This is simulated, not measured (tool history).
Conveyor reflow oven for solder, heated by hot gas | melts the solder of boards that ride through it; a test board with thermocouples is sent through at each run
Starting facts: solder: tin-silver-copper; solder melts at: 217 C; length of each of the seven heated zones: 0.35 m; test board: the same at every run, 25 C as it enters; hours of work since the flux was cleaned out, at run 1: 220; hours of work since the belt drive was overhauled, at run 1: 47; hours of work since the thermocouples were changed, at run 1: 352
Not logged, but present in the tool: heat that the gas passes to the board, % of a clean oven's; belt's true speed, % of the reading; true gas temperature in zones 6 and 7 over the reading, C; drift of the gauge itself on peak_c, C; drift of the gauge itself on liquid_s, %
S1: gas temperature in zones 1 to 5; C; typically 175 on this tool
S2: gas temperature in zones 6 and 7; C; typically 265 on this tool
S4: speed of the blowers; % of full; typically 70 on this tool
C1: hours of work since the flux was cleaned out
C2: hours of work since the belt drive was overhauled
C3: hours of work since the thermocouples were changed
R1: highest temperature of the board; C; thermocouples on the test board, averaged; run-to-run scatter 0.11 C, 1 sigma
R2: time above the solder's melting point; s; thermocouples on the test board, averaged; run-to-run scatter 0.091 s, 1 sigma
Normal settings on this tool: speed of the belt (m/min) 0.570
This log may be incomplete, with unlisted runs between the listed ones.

run 1 hour=0.0 | S1=175 S2=265 speed_of_the_belt_(m/min)=0.570 S4=70 | C1=220 C2=47 C3=352 | R1=253.1 R2=56.73
run 2 hour=6.8 | S1=175 S2=265 speed_of_the_belt_(m/min)=0.570 S4=70 | C1=224 C2=51 C3=355 | R1=253.0 R2=56.53
run 3 hour=11.4 | S1=175 S2=265 speed_of_the_belt_(m/min)=0.570 S4=70 | C1=226 C2=53 C3=357 | R1=253.2 R2=56.77
run 4 hour=19.7 | S1=175 S2=265 speed_of_the_belt_(m/min)=0.570 S4=70 | C1=230 C2=57 C3=361 | R1=253.0 R2=56.67
run 5 hour=26.4 | S1=175 S2=265 speed_of_the_belt_(m/min)=0.570 S4=70 | C1=233 C2=60 C3=364 | R1=253.0 R2=56.47
run 6 hour=31.0 | S1=175 S2=265 speed_of_the_belt_(m/min)=0.570 S4=70 | C1=236 C2=63 C3=367 | R1=253.0 R2=56.59
run 7 hour=39.0 | S1=175 S2=265 speed_of_the_belt_(m/min)=0.570 S4=70 | C1=239 C2=67 C3=371 | R1=252.9 R2=56.63
run 8 hour=44.1 | S1=175 S2=265 speed_of_the_belt_(m/min)=0.570 S4=70 | C1=242 C2=69 C3=373 | R1=253.0 R2=56.46
run 9 hour=50.6 | S1=175 S2=265 speed_of_the_belt_(m/min)=0.570 S4=70 | C1=245 C2=72 C3=376 | R1=252.9 R2=56.61
run 10 hour=54.6 | S1=178 S2=265 speed_of_the_belt_(m/min)=0.570 S4=70 | C1=247 C2=74 C3=378 | R1=253.3 R2=57.96
run 11 hour=62.8 | S1=178 S2=265 speed_of_the_belt_(m/min)=0.570 S4=70 | C1=251 C2=78 C3=382 | R1=253.5 R2=57.95
run 12 hour=70.3 | S1=178 S2=265 speed_of_the_belt_(m/min)=0.570 S4=70 | C1=255 C2=82 C3=386 | R1=253.3 R2=57.82
run 13 hour=74.6 | S1=178 S2=265 speed_of_the_belt_(m/min)=0.580 S4=70 | C1=257 C2=84 C3=388 | R1=253.1 R2=56.55
run 14 hour=79.1 | S1=166 S2=259 speed_of_the_belt_(m/min)=0.489 S4=64 | C1=259 C2=86 C3=390 | R1=249.5 R2=61.30
run 15 hour=84.4 | S1=187 S2=259 speed_of_the_belt_(m/min)=0.637 S4=64 | C1=262 C2=89 C3=393 | R1=246.0 R2=49.20
run 16 hour=90.1 | S1=166 S2=278 speed_of_the_belt_(m/min)=0.570 S4=88 | C1=264 C2=91 C3=396 | R1=265.6 R2=61.09
run 17 hour=96.4 | S1=190 S2=267 speed_of_the_belt_(m/min)=0.660 S4=75 | C1=267 C2=95 C3=399 | R1=253.8 R2=53.61
run 18 hour=102.1 | S1=190 S2=272 speed_of_the_belt_(m/min)=0.530 S4=81 | C1=270 C2=97 C3=401 | R1=264.0 R2=73.48
run 19 hour=106.5 | S1=172 S2=265 speed_of_the_belt_(m/min)=0.570 S4=70 | C1=272 C2=99 C3=404 | R1=252.7 R2=55.05
run 20 hour=111.5 | S1=172 S2=264 speed_of_the_belt_(m/min)=0.556 S4=67 | C1=275 C2=102 C3=406 | R1=251.8 R2=56.17
run 21 hour=117.9 | S1=175 S2=267 speed_of_the_belt_(m/min)=0.649 S4=70 | C1=278 C2=105 C3=409 | R1=250.6 R2=47.07
run 22 hour=124.1 | S1=175 S2=267 speed_of_the_belt_(m/min)=0.512 S4=58 | C1=281 C2=108 C3=412 | R1=255.8 R2=65.39
run 23 hour=128.7 | S1=175 S2=264 speed_of_the_belt_(m/min)=0.480 S4=75 | C1=283 C2=110 C3=414 | R1=256.6 R2=71.66
run 24 hour=136.6 | S1=175 S2=264 speed_of_the_belt_(m/min)=0.488 S4=56 | C1=287 C2=114 C3=418 | R1=254.3 R2=67.91

4 ways to go on from here, each from the tool as it stands after run 24. What would each give?
run A hour=144.0 | S1=164 S2=276 speed_of_the_belt_(m/min)=0.570 S4=88 | C1=291 C2=118 C3=422 | R1=? R2=?
run B hour=144.0 | S1=176 S2=257 speed_of_the_belt_(m/min)=0.474 S4=56 | C1=291 C2=118 C3=422 | R1=? R2=?
run C hour=144.0 | S1=175 S2=264 speed_of_the_belt_(m/min)=0.471 S4=56 | C1=291 C2=118 C3=422 | R1=? R2=?
run D hour=144.0 | S1=165 S2=264 speed_of_the_belt_(m/min)=0.577 S4=56 | C1=291 C2=118 C3=422 | R1=? R2=?

run=A R1=263.3 R2=59.15
run=B R1=248.8 R2=66.28
run=C R1=255.2 R2=71.07
run=D R1=247.7 R2=48.13
With the hidden condition removed and each run's random variation left untouched, the same runs would have given:
run=A R1=264.4 R2=60.13
run=B R1=248.8 R2=67.08
run=C R1=255.3 R2=71.72
run=D R1=248.6 R2=49.45
